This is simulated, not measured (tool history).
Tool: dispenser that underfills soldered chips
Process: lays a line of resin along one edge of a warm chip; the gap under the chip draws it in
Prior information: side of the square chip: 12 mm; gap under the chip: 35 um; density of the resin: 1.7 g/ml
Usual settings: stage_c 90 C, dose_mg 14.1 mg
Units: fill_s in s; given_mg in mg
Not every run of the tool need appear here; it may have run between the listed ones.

run 1 hour=0 | stage_c=90 dose_mg=14.1 | fill_s=355.1 given_mg=13.95
run 2 hour=7.3 | stage_c=90 dose_mg=14.1 | fill_s=441 given_mg=13.94
-- hour=8.6 new syringe of resin
run 3 hour=18.3 | stage_c=90 dose_mg=14.1 | fill_s=412.4 given_mg=13.78
-- hour=21.5 new syringe of resin
run 4 hour=30 | stage_c=92 dose_mg=14.1 | fill_s=384.5 given_mg=13.6
-- hour=34.8 new syringe of resin
run 5 hour=38.3 | stage_c=90 dose_mg=14.1 | fill_s=336.3 given_mg=13.62
run 6 hour=46.5 | stage_c=99 dose_mg=14.1 | fill_s=341.6 given_mg=13.58
-- hour=47.6 new syringe of resin
run 7 hour=52.7 | stage_c=99 dose_mg=14.1 | fill_s=296.8 given_mg=13.56
-- hour=60.7 new syringe of resin
-- hour=64.5 dispensing valve cleaned and set on the balance
run 8 hour=66.1 | stage_c=99 dose_mg=14.1 | fill_s=279 given_mg=14.17
-- hour=74.6 new syringe of resin
run 9 hour=75.3 | stage_c=99 dose_mg=14.1 | fill_s=249.5 given_mg=14.07
run 10 hour=82.2 | stage_c=97 dose_mg=14.1 | fill_s=324.9 given_mg=13.96
-- hour=87.3 new syringe of resin
run 11 hour=89 | stage_c=97 dose_mg=14.1 | fill_s=271.1 given_mg=13.92
run 12 hour=97 | stage_c=97 dose_mg=14.1 | fill_s=343.3 given_mg=13.89
-- hour=100.3 new syringe of resin
run 13 hour=103.9 | stage_c=90 dose_mg=14.1 | fill_s=354.5 given_mg=13.78
run 14 hour=112.1 | stage_c=90 dose_mg=14.1 | fill_s=442.7 given_mg=13.86
-- hour=113.2 new syringe of resin
run 15 hour=119.1 | stage_c=90 dose_mg=14.1 | fill_s=364.6 given_mg=13.78
run 16 hour=124.9 | stage_c=90 dose_mg=14.1 | fill_s=432.2 given_mg=13.78
-- hour=125.9 new syringe of resin
run 17 hour=130.5 | stage_c=90 dose_mg=14.1 | fill_s=356.3 given_mg=13.61
run 18 hour=137.8 | stage_c=90 dose_mg=14.1 | fill_s=434.9 given_mg=13.64
-- hour=139.2 new syringe of resin
-- hour=151 dispensing valve cleaned and set on the balance
run 19 hour=151 | stage_c=90 dose_mg=13.7 | fill_s=426.7 given_mg=13.58
-- hour=153.3 new syringe of resin
run 20 hour=156.5 | stage_c=90 dose_mg=14.2 | fill_s=342.4 given_mg=14.1
run 21 hour=165.3 | stage_c=86 dose_mg=16.3 | fill_s=488 given_mg=16.14
-- hour=166.2 new syringe of resin
run 22 hour=173.6 | stage_c=101 dose_mg=14.1 | fill_s=279.9 given_mg=13.88
-- hour=179.8 new syringe of resin
run 23 hour=179.8 | stage_c=91 dose_mg=12.5 | fill_s=305.6 given_mg=12.3
run 24 hour=185.1 | stage_c=91 dose_mg=12.5 | fill_s=352.3 given_mg=12.18
run 25 hour=191.3 | stage_c=91 dose_mg=12.5 | fill_s=430.1 given_mg=12.22
-- hour=192.9 new syringe of resin
run 26 hour=204.1 | stage_c=90 dose_mg=17.3 | fill_s=421.9 given_mg=16.81
-- hour=206.3 new syringe of resin
run 27 hour=216.3 | stage_c=90 dose_mg=17.3 | fill_s=403.1 given_mg=16.55
-- hour=218.9 new syringe of resin
run 28 hour=229.3 | stage_c=89 dose_mg=14.4 | fill_s=425.4 given_mg=13.73
-- hour=232 new syringe of resin
-- hour=237.6 dispensing valve cleaned and set on the balance
run 29 hour=240.2 | stage_c=95 dose_mg=12.7 | fill_s=336.7 given_mg=12.6
-- hour=245.7 new syringe of resin
run 30 hour=252.7 | stage_c=101 dose_mg=13.2 | fill_s=282.8 given_mg=13.01
-- hour=258.4 new syringe of resin
run 31 hour=259.1 | stage_c=101 dose_mg=13.2 | fill_s=237.5 given_mg=12.91

Below, some changes in fill_s between adjacent runs. For each, the amount present without the hidden state too (settings, incoming material, random variation) and the amount remaining for the hidden state with gauge scatter not shared by both compared results:
Hidden state present: resin's viscosity, % of fresh resin's; dose that the valve gives, % of what is set; true chip temperature over the reading, C; drift of the gauge itself on fill_s, %; drift of the gauge itself on given_mg, %.
Run 13 -> 14: nothing adjusted, nothing logged. fill_s +88.2 s: hidden state +94, all else -5.8.
Run 20 -> 21: stage_c 90 -> 86, dose_mg 14.2 -> 16.3. fill_s +145.6 s: hidden state +112.8, all else +32.8.
Run 21 -> 22: stage_c 86 -> 101, dose_mg 16.3 -> 14.1, new syringe of resin. fill_s -208.1 s: hidden state -92.3, all else -115.8.
Run 28 -> 29: stage_c 89 -> 95, dose_mg 14.4 -> 12.7, new syringe of resin, dispensing valve cleaned and set on the balance. fill_s -88.7 s: hidden state -49.4, all else -39.3.
